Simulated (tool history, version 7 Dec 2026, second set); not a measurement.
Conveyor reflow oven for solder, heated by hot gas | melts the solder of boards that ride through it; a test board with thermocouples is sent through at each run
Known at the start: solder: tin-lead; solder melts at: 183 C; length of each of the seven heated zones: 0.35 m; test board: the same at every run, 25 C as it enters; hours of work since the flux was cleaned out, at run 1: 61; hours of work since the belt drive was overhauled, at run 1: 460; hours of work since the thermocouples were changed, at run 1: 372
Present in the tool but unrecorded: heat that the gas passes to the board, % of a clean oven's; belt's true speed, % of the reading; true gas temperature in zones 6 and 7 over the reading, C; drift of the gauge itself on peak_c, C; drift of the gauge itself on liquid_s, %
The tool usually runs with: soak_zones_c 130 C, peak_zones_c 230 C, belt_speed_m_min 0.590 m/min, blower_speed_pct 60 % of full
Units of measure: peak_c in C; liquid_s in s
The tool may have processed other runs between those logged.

| run | hour | soak_zones_c | peak_zones_c | belt_speed_m_min | blower_speed_pct | hours of work since the flux was cleaned out | hours of work since the belt drive was overhauled | hours of work since the thermocouples were changed | peak_c | liquid_s |
|---|---|---|---|---|---|---|---|---|---|---|
| 1 | 0.0 | 130 | 230 | 0.590 | 60 | 61 | 460 | 372 | 206.9 | 40.4 |
| 2 | 37.9 | 130 | 233 | 0.590 | 60 | 88 | 487 | 398 | 209.3 | 43.5 |
| 3 | 93.8 | 130 | 233 | 0.590 | 60 | 127 | 526 | 437 | 209.0 | 42.7 |
| 4 | 130.8 | 130 | 230 | 0.514 | 60 | 153 | 552 | 463 | 211.8 | 53.0 |
|  | 174.6 | flux residue cleaned out of gas plates and filters |
| 5 | 210.0 | 130 | 230 | 0.514 | 60 | 25 | 604 | 515 | 212.4 | 52.1 |
| 6 | 268.8 | 130 | 230 | 0.514 | 60 | 66 | 645 | 556 | 212.1 | 53.1 |
| 7 | 323.3 | 130 | 230 | 0.655 | 60 | 104 | 683 | 594 | 202.4 | 31.9 |
| 8 | 363.2 | 130 | 244 | 0.590 | 60 | 132 | 710 | 622 | 217.3 | 49.3 |
|  | 438.9 | flux residue cleaned out of gas plates and filters |
| 9 | 438.9 | 130 | 234 | 0.590 | 60 | 0 | 760 | 671 | 209.8 | 43.0 |
| 10 | 483.1 | 130 | 230 | 0.694 | 60 | 31 | 791 | 702 | 200.2 | 26.3 |
| 11 | 555.1 | 130 | 230 | 0.694 | 60 | 81 | 841 | 752 | 201.1 | 26.4 |
| 12 | 594.6 | 130 | 230 | 0.590 | 60 | 109 | 868 | 780 | 206.4 | 40.4 |
| 13 | 661.6 | 130 | 230 | 0.590 | 60 | 155 | 915 | 826 | 206.7 | 41.3 |
|  | 700.2 | flux residue cleaned out of gas plates and filters |
| 14 | 711.8 | 133 | 230 | 0.590 | 60 | 8 | 947 | 858 | 207.8 | 42.2 |
| 15 | 779.5 | 133 | 230 | 0.590 | 60 | 55 | 994 | 905 | 208.6 | 42.7 |
| 16 | 812.6 | 120 | 234 | 0.590 | 63 | 78 | 1017 | 928 | 207.8 | 40.0 |
| 17 | 890.9 | 120 | 234 | 0.590 | 63 | 133 | 1072 | 983 | 208.0 | 39.3 |
|  | 959.4 | flux residue cleaned out of gas plates and filters |
| 18 | 961.5 | 119 | 223 | 0.703 | 51 | 1 | 1117 | 1029 | 187.9 | 8.7 |
| 19 | 1018.8 | 122 | 230 | 0.590 | 86 | 41 | 1157 | 1069 | 210.2 | 43.5 |
| 20 | 1054.0 | 130 | 221 | 0.513 | 73 | 66 | 1182 | 1093 | 206.2 | 49.1 |
| 21 | 1100.6 | 129 | 221 | 0.513 | 73 | 98 | 1214 | 1126 | 206.0 | 47.7 |
|  | 1178.0 | belt drive overhauled, speed set with a stopwatch |
| 22 | 1178.0 | 143 | 230 | 0.633 | 74 | 150 | 0 | 1177 | 209.9 | 44.9 |
|  | 1223.0 | flux residue cleaned out of gas plates and filters |
| 23 | 1243.4 | 130 | 230 | 0.680 | 55 | 14 | 42 | 1219 | 200.0 | 26.9 |
| 24 | 1297.4 | 134 | 230 | 0.506 | 60 | 52 | 80 | 1257 | 212.8 | 56.9 |
| 25 | 1336.2 | 134 | 230 | 0.506 | 60 | 79 | 107 | 1284 | 212.6 | 56.0 |
|  | 1379.6 | thermocouples of zones 6 and 7 changed |
| 26 | 1394.5 | 144 | 241 | 0.512 | 71 | 118 | 146 | 10 | 225.7 | 68.3 |
| 27 | 1471.0 | 123 | 230 | 0.590 | 60 | 172 | 200 | 64 | 204.8 | 36.1 |
|  | 1489.6 | flux residue cleaned out of gas plates and filters |
| 28 | 1521.9 | 130 | 235 | 0.557 | 60 | 23 | 232 | 96 | 213.2 | 49.3 |
| 29 | 1561.5 | 130 | 235 | 0.557 | 60 | 50 | 259 | 123 | 213.0 | 49.2 |
| 30 | 1609.7 | 125 | 238 | 0.604 | 60 | 84 | 293 | 157 | 210.6 | 41.6 |

Forecast each of these 3 alternatives for the next run:
| A | 1643.5 | 134 | 230 | 0.497 | 78 | 107 | 316 | 181 | ? | ? |
| B | 1643.5 | 133 | 230 | 0.684 | 60 | 107 | 316 | 181 | ? | ? |
| C | 1643.5 | 130 | 230 | 0.568 | 60 | 107 | 316 | 181 | ? | ? |

| run | peak_c | liquid_s |
|---|---|---|
| A | 216.3 | 62.6 |
| B | 200.8 | 29.0 |
| C | 207.8 | 44.0 |
Without the tool's hidden state the same runs would have given:
| run | peak_c | liquid_s |
|---|---|---|
| A | 216.4 | 62.7 |
| B | 200.9 | 29.1 |
| C | 207.9 | 44.1 |
